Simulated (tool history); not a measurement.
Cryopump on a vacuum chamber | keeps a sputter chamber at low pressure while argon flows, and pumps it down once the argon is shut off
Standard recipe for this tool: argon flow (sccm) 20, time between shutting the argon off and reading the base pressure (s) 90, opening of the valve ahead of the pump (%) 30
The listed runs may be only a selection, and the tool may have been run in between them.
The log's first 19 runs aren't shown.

run	day	argon flow (sccm)	time between shutting the argon off and reading the base pressure (s)	opening of the valve ahead of the pump (%)	pressure while argon flows (Pa)	pressure after the wait (uPa)
20	13.633	15	39	49	0.0543	1.93
21	14.104	28	77	30	0.1623	1.4
22	14.588	20	153	30	0.1167	1.15
23	15.683	10	90	23	0.0743	1.36
24	16.6	10	90	23	0.0749	1.34
25	17.438	10	90	23	0.0758	1.28
26	17.896	10	163	34	0.0518	1.14
27	18.829	35	163	26	0.2352	1.14
28	19.842	35	163	26	0.2328	1.19
29	20.779	35	207	27	0.2255	1.1
30	21.542	20	210	28	0.1246	1.12
31	22.408	20	210	28	0.125	1.17
32	22.896	27	288	48	0.1007	1.04

Run 33 is up next; what results do you expect?
33	23.788	27	86	35	?	?

pressure while argon flows (Pa): 0.1365
pressure after the wait (uPa): 1.41
Without the tool's hidden state the same run would have given pressure while argon flows (Pa) 0.1279, pressure after the wait (uPa) 0.77.
